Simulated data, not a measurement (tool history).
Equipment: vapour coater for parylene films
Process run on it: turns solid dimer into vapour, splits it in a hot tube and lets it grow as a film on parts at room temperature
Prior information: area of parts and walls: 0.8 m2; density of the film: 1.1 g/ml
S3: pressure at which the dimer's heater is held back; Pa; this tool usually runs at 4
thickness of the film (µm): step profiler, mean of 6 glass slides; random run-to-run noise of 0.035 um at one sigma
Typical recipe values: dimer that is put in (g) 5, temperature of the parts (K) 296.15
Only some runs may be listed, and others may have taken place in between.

Run 1, day 0: usual settings. Result: thickness of the film (µm) 3.35.
Run 2, day 1.692: usual settings but temperature of the parts (K) 294.15. Result: thickness of the film (µm) 3.4.
Run 3, day 2.979: usual settings but temperature of the parts (K) 294.15. Result: thickness of the film (µm) 3.38.
Run 4, day 4.583: usual settings but temperature of the parts (K) 294.15. Result: thickness of the film (µm) 3.42.
Run 5, day 5.738: usual settings. Result: thickness of the film (µm) 3.3.
Run 6, day 6.85: usual settings. Result: thickness of the film (µm) 3.23.
Run 7, day 8.379: usual settings. Result: thickness of the film (µm) 3.2.
Run 8, day 9.6: usual settings. Result: thickness of the film (µm) 3.24.
Run 9, day 10.425: usual settings. Result: thickness of the film (µm) 3.19.
Run 10, day 11.679: usual settings. Result: thickness of the film (µm) 3.19.
Run 11, day 13.125: usual settings. Result: thickness of the film (µm) 3.16.
Run 12, day 15.121: usual settings. Result: thickness of the film (µm) 3.17.
Run 13, day 16.388: usual settings. Result: thickness of the film (µm) 3.09.
At day 17.696: trap's valve overhauled.
Run 14, day 18.538: usual settings. Result: thickness of the film (µm) 3.59.
Run 15, day 19.621: usual settings. Result: thickness of the film (µm) 3.6.
Run 16, day 20.617: usual settings. Result: thickness of the film (µm) 3.52.
Run 17, day 22.371: usual settings. Result: thickness of the film (µm) 3.57.
Run 18, day 23.45: usual settings. Result: thickness of the film (µm) 3.51.
Run 19, day 24.546: usual settings but S3 4.44 Pa. Result: thickness of the film (µm) 3.47.
Run 20, day 26.454: usual settings but S3 4.44 Pa. Result: thickness of the film (µm) 3.4.
Run 21, day 27.375: usual settings. Result: thickness of the film (µm) 3.57.
Run 22, day 28.962: usual settings but dimer that is put in (g) 3. Result: thickness of the film (µm) 2.07.
Run 23, day 30.579: usual settings but dimer that is put in (g) 3. Result: thickness of the film (µm) 2.04.

Expected results for the next run?
Run 24, day 31.617: usual settings. Result: thickness of the film (µm) ?.

{"run 24": {"thickness of the film (µm)": 3.39}}
On a tool with no hidden condition, and with the same random variation, this run would have come out at thickness of the film (µm) 3.55.

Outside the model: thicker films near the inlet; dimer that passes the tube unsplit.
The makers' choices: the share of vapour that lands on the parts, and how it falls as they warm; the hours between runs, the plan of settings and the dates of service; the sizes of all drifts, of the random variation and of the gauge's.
